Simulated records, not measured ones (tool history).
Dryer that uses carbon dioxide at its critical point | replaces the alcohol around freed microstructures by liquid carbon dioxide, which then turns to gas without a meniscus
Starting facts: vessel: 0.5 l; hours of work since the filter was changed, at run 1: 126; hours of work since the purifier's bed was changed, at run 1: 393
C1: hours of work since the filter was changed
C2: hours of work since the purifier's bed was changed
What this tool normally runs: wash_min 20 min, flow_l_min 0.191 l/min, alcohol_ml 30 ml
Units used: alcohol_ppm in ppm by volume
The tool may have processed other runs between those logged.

{"run": 1, "hour": 0.0, "wash_min": 20, "flow_l_min": 0.191, "alcohol_ml": 30, "C1": 126, "C2": 393, "alcohol_ppm": 393}
{"run": 2, "hour": 9.5, "wash_min": 20, "flow_l_min": 0.191, "alcohol_ml": 30, "C1": 133, "C2": 400, "alcohol_ppm": 418}
{"run": 3, "hour": 23.7, "wash_min": 20, "flow_l_min": 0.215, "alcohol_ml": 30, "C1": 143, "C2": 410, "alcohol_ppm": 295}
{"run": 4, "hour": 35.7, "wash_min": 20, "flow_l_min": 0.191, "alcohol_ml": 30, "C1": 152, "C2": 419, "alcohol_ppm": 431}
{"run": 5, "hour": 56.4, "wash_min": 20, "flow_l_min": 0.191, "alcohol_ml": 30, "C1": 167, "C2": 434, "alcohol_ppm": 441}
{"run": 6, "hour": 77.0, "wash_min": 20, "flow_l_min": 0.191, "alcohol_ml": 30, "C1": 182, "C2": 448, "alcohol_ppm": 459}
{"run": 7, "hour": 88.3, "wash_min": 20, "flow_l_min": 0.191, "alcohol_ml": 30, "C1": 190, "C2": 457, "alcohol_ppm": 463}
{"run": 8, "hour": 101.6, "wash_min": 20, "flow_l_min": 0.191, "alcohol_ml": 30, "C1": 200, "C2": 466, "alcohol_ppm": 494}
{"run": 9, "hour": 113.6, "wash_min": 20, "flow_l_min": 0.169, "alcohol_ml": 30, "C1": 208, "C2": 475, "alcohol_ppm": 738}
{"run": 10, "hour": 130.4, "wash_min": 20, "flow_l_min": 0.299, "alcohol_ml": 30, "C1": 221, "C2": 487, "alcohol_ppm": 228}
{"run": 11, "hour": 149.6, "wash_min": 26, "flow_l_min": 0.191, "alcohol_ml": 30, "C1": 235, "C2": 501, "alcohol_ppm": 284}
{"run": 12, "hour": 162.5, "wash_min": 20, "flow_l_min": 0.191, "alcohol_ml": 30, "C1": 244, "C2": 511, "alcohol_ppm": 551}
{"hour": 174.1, "done": "purifier's bed changed"}
{"run": 13, "hour": 174.5, "wash_min": 20, "flow_l_min": 0.191, "alcohol_ml": 37, "C1": 250, "C2": 0, "alcohol_ppm": 394}
{"hour": 184.8, "done": "inlet filter changed"}
{"run": 14, "hour": 192.5, "wash_min": 20, "flow_l_min": 0.191, "alcohol_ml": 37, "C1": 6, "C2": 13, "alcohol_ppm": 206}
{"run": 15, "hour": 201.4, "wash_min": 20, "flow_l_min": 0.191, "alcohol_ml": 37, "C1": 12, "C2": 19, "alcohol_ppm": 204}
{"run": 16, "hour": 220.3, "wash_min": 20, "flow_l_min": 0.191, "alcohol_ml": 37, "C1": 26, "C2": 33, "alcohol_ppm": 226}
{"run": 17, "hour": 236.8, "wash_min": 13, "flow_l_min": 0.191, "alcohol_ml": 30, "C1": 38, "C2": 45, "alcohol_ppm": 1388}
{"run": 18, "hour": 247.0, "wash_min": 20, "flow_l_min": 0.191, "alcohol_ml": 75, "C1": 45, "C2": 52, "alcohol_ppm": 462}
{"run": 19, "hour": 263.2, "wash_min": 20, "flow_l_min": 0.191, "alcohol_ml": 75, "C1": 57, "C2": 64, "alcohol_ppm": 484}
{"run": 20, "hour": 274.6, "wash_min": 22, "flow_l_min": 0.206, "alcohol_ml": 54, "C1": 65, "C2": 72, "alcohol_ppm": 154}
{"run": 21, "hour": 290.5, "wash_min": 22, "flow_l_min": 0.206, "alcohol_ml": 54, "C1": 77, "C2": 84, "alcohol_ppm": 161}
{"run": 22, "hour": 301.3, "wash_min": 26, "flow_l_min": 0.181, "alcohol_ml": 63, "C1": 85, "C2": 92, "alcohol_ppm": 154}
{"run": 23, "hour": 321.6, "wash_min": 20, "flow_l_min": 0.186, "alcohol_ml": 30, "C1": 99, "C2": 106, "alcohol_ppm": 293}
{"run": 24, "hour": 331.6, "wash_min": 20, "flow_l_min": 0.186, "alcohol_ml": 30, "C1": 107, "C2": 114, "alcohol_ppm": 292}
{"run": 25, "hour": 345.6, "wash_min": 14, "flow_l_min": 0.191, "alcohol_ml": 30, "C1": 117, "C2": 124, "alcohol_ppm": 1268}
{"run": 26, "hour": 354.4, "wash_min": 14, "flow_l_min": 0.191, "alcohol_ml": 30, "C1": 123, "C2": 130, "alcohol_ppm": 1267}
{"run": 27, "hour": 363.3, "wash_min": 22, "flow_l_min": 0.261, "alcohol_ml": 113, "C1": 130, "C2": 137, "alcohol_ppm": 111}
{"run": 28, "hour": 372.3, "wash_min": 17, "flow_l_min": 0.191, "alcohol_ml": 28, "C1": 136, "C2": 143, "alcohol_ppm": 567}
{"run": 29, "hour": 382.2, "wash_min": 20, "flow_l_min": 0.191, "alcohol_ml": 41, "C1": 143, "C2": 150, "alcohol_ppm": 398}
{"run": 30, "hour": 396.8, "wash_min": 25, "flow_l_min": 0.16, "alcohol_ml": 30, "C1": 154, "C2": 161, "alcohol_ppm": 252}
{"run": 31, "hour": 405.4, "wash_min": 25, "flow_l_min": 0.16, "alcohol_ml": 30, "C1": 160, "C2": 167, "alcohol_ppm": 277}
{"run": 32, "hour": 423.4, "wash_min": 13, "flow_l_min": 0.16, "alcohol_ml": 30, "C1": 173, "C2": 180, "alcohol_ppm": 3110}
{"run": 33, "hour": 432.7, "wash_min": 13, "flow_l_min": 0.16, "alcohol_ml": 30, "C1": 180, "C2": 187, "alcohol_ppm": 3177}
{"run": 34, "hour": 447.2, "wash_min": 13, "flow_l_min": 0.203, "alcohol_ml": 62, "C1": 190, "C2": 197, "alcohol_ppm": 3063}
{"run": 35, "hour": 456.2, "wash_min": 13, "flow_l_min": 0.203, "alcohol_ml": 62, "C1": 197, "C2": 204, "alcohol_ppm": 3218}
{"run": 36, "hour": 467.3, "wash_min": 13, "flow_l_min": 0.203, "alcohol_ml": 62, "C1": 205, "C2": 212, "alcohol_ppm": 3204}
{"run": 37, "hour": 478.6, "wash_min": 22, "flow_l_min": 0.203, "alcohol_ml": 28, "C1": 213, "C2": 220, "alcohol_ppm": 207}

Alternative continuations, all from the tool just after run 37; predict every row:
{"run": "A", "hour": 487.7, "wash_min": 20, "flow_l_min": 0.279, "alcohol_ml": 30, "C1": 220, "C2": 227, "alcohol_ppm": "?"}
{"run": "B", "hour": 487.7, "wash_min": 22, "flow_l_min": 0.305, "alcohol_ml": 48, "C1": 220, "C2": 227, "alcohol_ppm": "?"}
{"run": "C", "hour": 487.7, "wash_min": 21, "flow_l_min": 0.191, "alcohol_ml": 27, "C1": 220, "C2": 227, "alcohol_ppm": "?"}
{"run": "D", "hour": 487.7, "wash_min": 20, "flow_l_min": 0.142, "alcohol_ml": 57, "C1": 220, "C2": 227, "alcohol_ppm": "?"}

run=A alcohol_ppm=129
run=B alcohol_ppm=105
run=C alcohol_ppm=306
run=D alcohol_ppm=2327
Without the tool's hidden state the same runs would have given:
run=A alcohol_ppm=15
run=B alcohol_ppm=3
run=C alcohol_ppm=103
run=D alcohol_ppm=1335
